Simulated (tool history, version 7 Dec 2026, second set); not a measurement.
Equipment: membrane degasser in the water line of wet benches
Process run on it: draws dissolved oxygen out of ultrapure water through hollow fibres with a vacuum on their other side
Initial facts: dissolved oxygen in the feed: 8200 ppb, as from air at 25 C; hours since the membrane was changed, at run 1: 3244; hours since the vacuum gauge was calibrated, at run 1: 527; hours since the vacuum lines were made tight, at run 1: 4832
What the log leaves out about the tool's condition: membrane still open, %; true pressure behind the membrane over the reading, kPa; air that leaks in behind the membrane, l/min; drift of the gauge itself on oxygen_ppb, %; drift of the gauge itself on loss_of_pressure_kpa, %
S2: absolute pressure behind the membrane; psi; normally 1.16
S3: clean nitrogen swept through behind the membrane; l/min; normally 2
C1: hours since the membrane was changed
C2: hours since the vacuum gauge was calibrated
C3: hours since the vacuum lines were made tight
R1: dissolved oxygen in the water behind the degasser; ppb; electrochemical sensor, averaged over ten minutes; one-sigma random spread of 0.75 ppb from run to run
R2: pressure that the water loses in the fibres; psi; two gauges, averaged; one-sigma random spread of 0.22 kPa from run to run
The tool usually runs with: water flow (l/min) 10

{"run": 1, "hour": 0.0, "water flow (l/min)": 10, "S2": 1.16, "S3": 2, "C1": 3244, "C2": 527, "C3": 4832, "R1": 72.8, "R2": 8.279}
{"run": 2, "hour": 75.9, "water flow (l/min)": 10, "S2": 1.16, "S3": 2, "C1": 3320, "C2": 603, "C3": 4908, "R1": 72.5, "R2": 8.286}
{"run": 3, "hour": 135.5, "water flow (l/min)": 10, "S2": 1.175, "S3": 2, "C1": 3380, "C2": 662, "C3": 4968, "R1": 71.8, "R2": 8.222}
{"run": 4, "hour": 180.1, "water flow (l/min)": 10, "S2": 2.042, "S3": 2, "C1": 3424, "C2": 707, "C3": 5012, "R1": 143, "R2": 8.245}
{"run": 5, "hour": 254.2, "water flow (l/min)": 10, "S2": 1.16, "S3": 2, "C1": 3498, "C2": 781, "C3": 5086, "R1": 72.8, "R2": 8.208}
{"run": 6, "hour": 314.7, "water flow (l/min)": 10, "S2": 1.16, "S3": 2, "C1": 3559, "C2": 842, "C3": 5147, "R1": 71.4, "R2": 8.254}
{"run": 7, "hour": 387.9, "water flow (l/min)": 10, "S2": 1.16, "S3": 2, "C1": 3632, "C2": 915, "C3": 5220, "R1": 70.7, "R2": 8.242}
{"run": 8, "hour": 458.2, "water flow (l/min)": 10, "S2": 1.046, "S3": 2, "C1": 3702, "C2": 985, "C3": 5290, "R1": 62.9, "R2": 8.302}
{"run": 9, "hour": 538.0, "water flow (l/min)": 10, "S2": 1.046, "S3": 2, "C1": 3782, "C2": 1065, "C3": 5370, "R1": 62.5, "R2": 8.302}
{"run": 10, "hour": 601.3, "water flow (l/min)": 10, "S2": 1.16, "S3": 2.97, "C1": 3846, "C2": 1128, "C3": 5434, "R1": 53.1, "R2": 8.296}
{"run": 11, "hour": 634.0, "water flow (l/min)": 10, "S2": 1.16, "S3": 2.97, "C1": 3878, "C2": 1161, "C3": 5466, "R1": 53.2, "R2": 8.356}
{"run": 12, "hour": 691.7, "water flow (l/min)": 10, "S2": 1.16, "S3": 2.97, "C1": 3936, "C2": 1218, "C3": 5524, "R1": 52.8, "R2": 8.267}
{"run": 13, "hour": 771.9, "water flow (l/min)": 10, "S2": 1.16, "S3": 2.97, "C1": 4016, "C2": 1299, "C3": 5604, "R1": 52.9, "R2": 8.238}
{"run": 14, "hour": 808.6, "water flow (l/min)": 10, "S2": 1.16, "S3": 2.97, "C1": 4053, "C2": 1335, "C3": 5641, "R1": 53.2, "R2": 8.263}
{"run": 15, "hour": 878.4, "water flow (l/min)": 6, "S2": 1.16, "S3": 2, "C1": 4123, "C2": 1405, "C3": 5711, "R1": 39.5, "R2": 4.986}
{"run": 16, "hour": 927.9, "water flow (l/min)": 6, "S2": 1.16, "S3": 2, "C1": 4172, "C2": 1455, "C3": 5760, "R1": 38.7, "R2": 4.952}
{"run": 17, "hour": 997.8, "water flow (l/min)": 7, "S2": 1.275, "S3": 3.24, "C1": 4242, "C2": 1525, "C3": 5830, "R1": 33.2, "R2": 5.762}
{"run": 18, "hour": 1072.4, "water flow (l/min)": 7, "S2": 1.275, "S3": 3.24, "C1": 4317, "C2": 1599, "C3": 5905, "R1": 34.8, "R2": 5.816}
{"run": 19, "hour": 1112.5, "water flow (l/min)": 10, "S2": 1.16, "S3": 3.26, "C1": 4357, "C2": 1639, "C3": 5945, "R1": 49.1, "R2": 8.334}
{"run": 20, "hour": 1159.8, "water flow (l/min)": 10, "S2": 1.16, "S3": 3.97, "C1": 4404, "C2": 1687, "C3": 5992, "R1": 42, "R2": 8.264}
{"run": 21, "hour": 1192.3, "water flow (l/min)": 10, "S2": 2.574, "S3": 4.08, "C1": 4436, "C2": 1719, "C3": 6024, "R1": 104.9, "R2": 8.301}
{"run": 22, "hour": 1257.9, "water flow (l/min)": 10, "S2": 2.574, "S3": 4.08, "C1": 4502, "C2": 1785, "C3": 6090, "R1": 102.5, "R2": 8.285}
{"run": 23, "hour": 1303.4, "water flow (l/min)": 9, "S2": 2.738, "S3": 4.84, "C1": 4548, "C2": 1830, "C3": 6136, "R1": 83, "R2": 7.451}
{"run": 24, "hour": 1352.6, "water flow (l/min)": 9, "S2": 1.16, "S3": 1.26, "C1": 4597, "C2": 1879, "C3": 6185, "R1": 93, "R2": 7.49}
{"run": 25, "hour": 1417.1, "water flow (l/min)": 13, "S2": 1.16, "S3": 1.33, "C1": 4661, "C2": 1944, "C3": 6249, "R1": 148.3, "R2": 10.739}
{"run": 26, "hour": 1465.8, "water flow (l/min)": 9, "S2": 1.069, "S3": 0.97, "C1": 4710, "C2": 1993, "C3": 6298, "R1": 105.6, "R2": 7.49}
{"run": 27, "hour": 1520.0, "water flow (l/min)": 14, "S2": 2.519, "S3": 1.54, "C1": 4764, "C2": 2047, "C3": 6352, "R1": 347, "R2": 11.676}
{"run": 28, "hour": 1596.1, "water flow (l/min)": 10, "S2": 1.226, "S3": 2, "C1": 4840, "C2": 2123, "C3": 6428, "R1": 80.6, "R2": 8.343}
{"run": 29, "hour": 1634.6, "water flow (l/min)": 10, "S2": 1.514, "S3": 1.12, "C1": 4879, "C2": 2161, "C3": 6467, "R1": 168, "R2": 8.319}
{"run": 30, "hour": 1712.9, "water flow (l/min)": 7, "S2": 1.004, "S3": 4.46, "C1": 4957, "C2": 2240, "C3": 6545, "R1": 17, "R2": 5.809}
{"run": 31, "hour": 1766.0, "water flow (l/min)": 7, "S2": 1.004, "S3": 4.46, "C1": 5010, "C2": 2293, "C3": 6598, "R1": 18.1, "R2": 5.817}
{"run": 32, "hour": 1836.1, "water flow (l/min)": 10, "S2": 1.021, "S3": 1.06, "C1": 5080, "C2": 2363, "C3": 6668, "R1": 100.8, "R2": 8.366}

Results per run with the tool's hidden condition removed, run-to-run variation unchanged:
run=1 R1=69.6 R2=8.131
run=2 R1=69.2 R2=8.135
run=3 R1=68.5 R2=8.07
run=4 R1=137.7 R2=8.09
run=5 R1=69.3 R2=8.048
run=6 R1=67.8 R2=8.092
run=7 R1=67.1 R2=8.077
run=8 R1=59.4 R2=8.132
run=9 R1=58.9 R2=8.129
run=10 R1=49.8 R2=8.121
run=11 R1=49.9 R2=8.179
run=12 R1=49.5 R2=8.087
run=13 R1=49.5 R2=8.057
run=14 R1=49.6 R2=8.08
run=15 R1=36.8 R2=4.873
run=16 R1=35.9 R2=4.838
run=17 R1=30.8 R2=5.627
run=18 R1=32.3 R2=5.678
run=19 R1=45.4 R2=8.134
run=20 R1=38.6 R2=8.064
run=21 R1=99.4 R2=8.097
run=22 R1=97 R2=8.079
run=23 R1=78.3 R2=7.265
run=24 R1=87.2 R2=7.301
run=25 R1=138.8 R2=10.463
run=26 R1=98.7 R2=7.297
run=27 R1=332.8 R2=11.37
run=28 R1=74.9 R2=8.121
run=29 R1=159 R2=8.096
run=30 R1=15.2 R2=5.649
run=31 R1=16.3 R2=5.656
run=32 R1=93.3 R2=8.132
